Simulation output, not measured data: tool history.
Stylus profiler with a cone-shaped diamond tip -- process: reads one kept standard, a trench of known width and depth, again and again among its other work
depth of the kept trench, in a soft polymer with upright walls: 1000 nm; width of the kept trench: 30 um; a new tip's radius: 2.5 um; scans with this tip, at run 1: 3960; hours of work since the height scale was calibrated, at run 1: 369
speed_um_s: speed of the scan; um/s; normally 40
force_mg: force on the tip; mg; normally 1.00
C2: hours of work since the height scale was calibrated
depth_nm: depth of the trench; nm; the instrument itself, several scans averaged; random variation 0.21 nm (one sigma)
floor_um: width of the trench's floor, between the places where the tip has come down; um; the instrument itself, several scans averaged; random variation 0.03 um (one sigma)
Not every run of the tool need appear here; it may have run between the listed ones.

Run 1, hour 0.0: usual settings; scans with this tip 3960; C2 369. Result: depth_nm 1007.74 nm, floor_um 24.85 um.
Run 2, hour 8.4: usual settings; scans with this tip 4021; C2 374. Result: depth_nm 1007.59 nm, floor_um 24.91 um.
Run 3, hour 18.5: usual settings; scans with this tip 4095; C2 381. Result: depth_nm 1007.59 nm, floor_um 24.83 um.
Run 4, hour 34.6: usual settings; scans with this tip 4213; C2 392. Result: depth_nm 1007.47 nm, floor_um 24.84 um.
Run 5, hour 45.4: usual settings; scans with this tip 4292; C2 400. Result: depth_nm 1007.35 nm, floor_um 24.82 um.
Run 6, hour 62.4: usual settings; scans with this tip 4417; C2 411. Result: depth_nm 1007.43 nm, floor_um 24.78 um.
Run 7, hour 71.4: usual settings; scans with this tip 4483; C2 417. Result: depth_nm 1007.74 nm, floor_um 24.75 um.
Run 8, hour 79.6: usual settings; scans with this tip 4543; C2 423. Result: depth_nm 1007.48 nm, floor_um 24.75 um.
Run 9, hour 95.6: usual settings; scans with this tip 4660; C2 434. Result: depth_nm 1007.32 nm, floor_um 24.70 um.
Run 10, hour 111.6: usual settings; scans with this tip 4777; C2 445. Result: depth_nm 1007.75 nm, floor_um 24.70 um.
Run 11, hour 119.4: usual settings; scans with this tip 4834; C2 450. Result: depth_nm 1007.57 nm, floor_um 24.65 um.
Run 12, hour 130.4: usual settings; scans with this tip 4915; C2 458. Result: depth_nm 1007.96 nm, floor_um 24.68 um.
Run 13, hour 142.5: usual settings; scans with this tip 5003; C2 466. Result: depth_nm 1007.22 nm, floor_um 24.64 um.
Run 14, hour 152.0: usual settings; scans with this tip 5073; C2 472. Result: depth_nm 1007.78 nm, floor_um 24.68 um.
Run 15, hour 168.7: usual settings; scans with this tip 5195; C2 484. Result: depth_nm 1007.40 nm, floor_um 24.68 um.
Run 16, hour 175.9: usual settings; scans with this tip 5248; C2 489. Result: depth_nm 1007.54 nm, floor_um 24.63 um.
Run 17, hour 190.6: usual settings but speed_um_s 106 um/s; scans with this tip 5356; C2 499. Result: depth_nm 1007.91 nm, floor_um 24.11 um.
Run 18, hour 202.7: usual settings but speed_um_s 14 um/s; scans with this tip 5445; C2 507. Result: depth_nm 1007.89 nm, floor_um 24.79 um.
Run 19, hour 213.2: usual settings but speed_um_s 31 um/s; scans with this tip 5521; C2 514. Result: depth_nm 1007.77 nm, floor_um 24.61 um.
Run 20, hour 224.9: usual settings but speed_um_s 31 um/s; scans with this tip 5607; C2 522. Result: depth_nm 1007.76 nm, floor_um 24.69 um.
Run 21, hour 236.5: usual settings but speed_um_s 31 um/s; scans with this tip 5692; C2 530. Result: depth_nm 1007.74 nm, floor_um 24.62 um.
Run 22, hour 247.1: usual settings but speed_um_s 31 um/s; scans with this tip 5769; C2 537. Result: depth_nm 1007.68 nm, floor_um 24.62 um.
Run 23, hour 263.6: usual settings but speed_um_s 31 um/s; scans with this tip 5890; C2 549. Result: depth_nm 1008.05 nm, floor_um 24.55 um.
Run 24, hour 271.3: usual settings but speed_um_s 131 um/s, force_mg 1.07 mg; scans with this tip 5946; C2 554. Result: depth_nm 1008.30 nm, floor_um 23.83 um.
Run 25, hour 284.3: usual settings but speed_um_s 70 um/s, force_mg 1.27 mg; scans with this tip 6042; C2 563. Result: depth_nm 1008.38 nm, floor_um 24.30 um.
Run 26, hour 297.2: usual settings but speed_um_s 70 um/s, force_mg 1.27 mg; scans with this tip 6136; C2 571. Result: depth_nm 1009.08 nm, floor_um 24.34 um.
Run 27, hour 306.9: usual settings but speed_um_s 21 um/s, force_mg 0.77 mg; scans with this tip 6208; C2 578. Result: depth_nm 1006.97 nm, floor_um 24.64 um.
Run 28, hour 321.1: usual settings but speed_um_s 14 um/s, force_mg 1.21 mg; scans with this tip 6311; C2 588. Result: depth_nm 1008.49 nm, floor_um 24.67 um.
Run 29, hour 329.3: usual settings but speed_um_s 141 um/s, force_mg 0.61 mg; scans with this tip 6371; C2 593. Result: depth_nm 1006.30 nm, floor_um 23.35 um.
Run 30, hour 340.6: usual settings but speed_um_s 141 um/s, force_mg 0.61 mg; scans with this tip 6454; C2 601. Result: depth_nm 1005.77 nm, floor_um 23.34 um.
Run 31, hour 349.2: usual settings but speed_um_s 141 um/s, force_mg 0.61 mg; scans with this tip 6517; C2 607. Result: depth_nm 1005.98 nm, floor_um 23.26 um.
Run 32, hour 358.6: usual settings but speed_um_s 141 um/s, force_mg 0.61 mg; scans with this tip 6586; C2 613. Result: depth_nm 1006.03 nm, floor_um 23.34 um.
Run 33, hour 374.3: usual settings but speed_um_s 141 um/s, force_mg 0.61 mg; scans with this tip 6701; C2 624. Result: depth_nm 1006.26 nm, floor_um 23.29 um.
Run 34, hour 390.9: usual settings but speed_um_s 25 um/s, force_mg 0.76 mg; scans with this tip 6823; C2 635. Result: depth_nm 1006.78 nm, floor_um 24.38 um.
Run 35, hour 406.1: usual settings but speed_um_s 28 um/s, force_mg 0.39 mg; scans with this tip 6934; C2 646. Result: depth_nm 1004.86 nm, floor_um 24.33 um.
Run 36, hour 422.9: usual settings but speed_um_s 14 um/s, force_mg 1.56 mg; scans with this tip 7057; C2 657. Result: depth_nm 1010.32 nm, floor_um 24.53 um.
Run 37, hour 437.4: usual settings but speed_um_s 14 um/s, force_mg 1.56 mg; scans with this tip 7163; C2 667. Result: depth_nm 1010.21 nm, floor_um 24.49 um.
Run 38, hour 452.8: usual settings but speed_um_s 60 um/s, force_mg 0.35 mg; scans with this tip 7276; C2 678. Result: depth_nm 1004.33 nm, floor_um 23.86 um.
Run 39, hour 461.1: usual settings but force_mg 0.35 mg; scans with this tip 7337; C2 683. Result: depth_nm 1004.67 nm, floor_um 24.10 um.
Run 40, hour 468.6: usual settings but speed_um_s 53 um/s, force_mg 1.97 mg; scans with this tip 7391; C2 688. Result: depth_nm 1011.78 nm, floor_um 24.29 um.
Run 41, hour 475.4: usual settings but speed_um_s 129 um/s, force_mg 1.67 mg; scans with this tip 7441; C2 693. Result: depth_nm 1010.41 nm, floor_um 23.84 um.
Run 42, hour 484.4: usual settings but speed_um_s 129 um/s, force_mg 1.67 mg; scans with this tip 7508; C2 699. Result: depth_nm 1010.59 nm, floor_um 23.75 um.
Run 43, hour 493.2: usual settings but speed_um_s 129 um/s, force_mg 1.67 mg; scans with this tip 7571; C2 705. Result: depth_nm 1010.71 nm, floor_um 23.75 um.
Run 44, hour 503.3: usual settings but speed_um_s 18 um/s, force_mg 2.28 mg; scans with this tip 7646; C2 712. Result: depth_nm 1012.65 nm, floor_um 24.48 um.
Run 45, hour 513.5: usual settings but speed_um_s 18 um/s, force_mg 0.57 mg; scans with this tip 7720; C2 719. Result: depth_nm 1006.26 nm, floor_um 24.35 um.
Run 46, hour 525.0: usual settings but speed_um_s 27 um/s, force_mg 0.56 mg; scans with this tip 7805; C2 727. Result: depth_nm 1006.04 nm, floor_um 24.18 um.

5 options for the next run, each taken on its own from the tool as it stands now. Forecast them:
Run A, hour 532.6: usual settings but speed_um_s 23 um/s, force_mg 0.58 mg; scans with this tip 7860; C2 732. Result: depth_nm ?, floor_um ?.
Run B, hour 532.6: usual settings but speed_um_s 27 um/s, force_mg 0.48 mg; scans with this tip 7860; C2 732. Result: depth_nm ?, floor_um ?.
Run C, hour 532.6: usual settings but speed_um_s 37 um/s, force_mg 1.46 mg; scans with this tip 7860; C2 732. Result: depth_nm ?, floor_um ?.
Run D, hour 532.6: usual settings but speed_um_s 97 um/s, force_mg 0.49 mg; scans with this tip 7860; C2 732. Result: depth_nm ?, floor_um ?.
Run E, hour 532.6: usual settings but speed_um_s 10 um/s, force_mg 2.32 mg; scans with this tip 7860; C2 732. Result: depth_nm ?, floor_um ?.

run  depth_nm  floor_um
  A   1006.24     24.27
  B   1005.76     24.14
  C   1009.82     24.27
  D   1005.44     23.35
  E   1013.24     24.44
Stripped of hidden state, with their random variation kept, the same runs would have yielded:
run  depth_nm  floor_um
  A   1004.68     25.78
  B   1004.19     25.65
  C   1008.25     25.77
  D   1003.87     24.86
  E   1011.66     25.95

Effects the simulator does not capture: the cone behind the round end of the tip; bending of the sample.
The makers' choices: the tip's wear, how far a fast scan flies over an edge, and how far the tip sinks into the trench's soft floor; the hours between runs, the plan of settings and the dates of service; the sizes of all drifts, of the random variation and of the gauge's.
